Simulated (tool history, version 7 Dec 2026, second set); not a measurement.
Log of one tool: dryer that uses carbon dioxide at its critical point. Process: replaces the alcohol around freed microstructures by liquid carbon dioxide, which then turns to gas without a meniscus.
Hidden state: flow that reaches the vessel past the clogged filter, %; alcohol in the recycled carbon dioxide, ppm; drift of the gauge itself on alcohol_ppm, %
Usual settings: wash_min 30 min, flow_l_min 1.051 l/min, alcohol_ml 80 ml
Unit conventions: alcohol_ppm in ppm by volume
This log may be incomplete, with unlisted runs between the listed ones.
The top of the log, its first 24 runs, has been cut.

run	hour	wash_min	flow_l_min	alcohol_ml	hours of work since the filter was changed	hours of work since the purifier's bed was changed	alcohol_ppm
25	550.4	30	1.12	33	43	65	36
26	575.9	41	0.71	33	57	79	46
27	591.3	19	1.051	80	65	88	261
28	612.3	41	0.71	34	77	99	50
29	631.4	23	1.56	34	88	110	45
30	655.6	30	1.36	80	101	124	53
31	668.8	36	1.01	85	108	131	54
32	691.4	35	1.051	80	121	143	66
33	706.1	35	0.72	95	129	152	163
34	733.2	22	1.09	24	144	167	91
35	762.6	22	1.09	24	160	183	106
36	786.8	30	0.91	80	174	196	133
# hour 791.7: inlet filter changed
37	806.2	35	0.77	80	8	207	104
38	829	25	0.77	23	21	219	141
39	842.7	25	0.77	23	28	227	149
40	857.7	23	1.051	114	37	235	183
41	880.3	30	1.66	80	49	248	90
42	901.2	38	1.03	80	61	259	94
43	914.4	29	0.99	80	68	267	123
44	938.5	29	0.99	33	81	280	116

Alternative continuations, all from the tool just after run 44; predict every row:
A	958.9	31	1.25	82	93	291	?
B	958.9	43	1.78	64	93	291	?
C	958.9	29	0.96	33	93	291	?
D	958.9	47	1.42	75	93	291	?
E	958.9	29	0.99	22	93	291	?

run	alcohol_ppm
A	97
B	95
C	119
D	100
E	116
Take away the tool's hidden state, keep each run's random variation, and the runs would have read:
run	alcohol_ppm
A	0
B	1
C	18
D	5
E	16
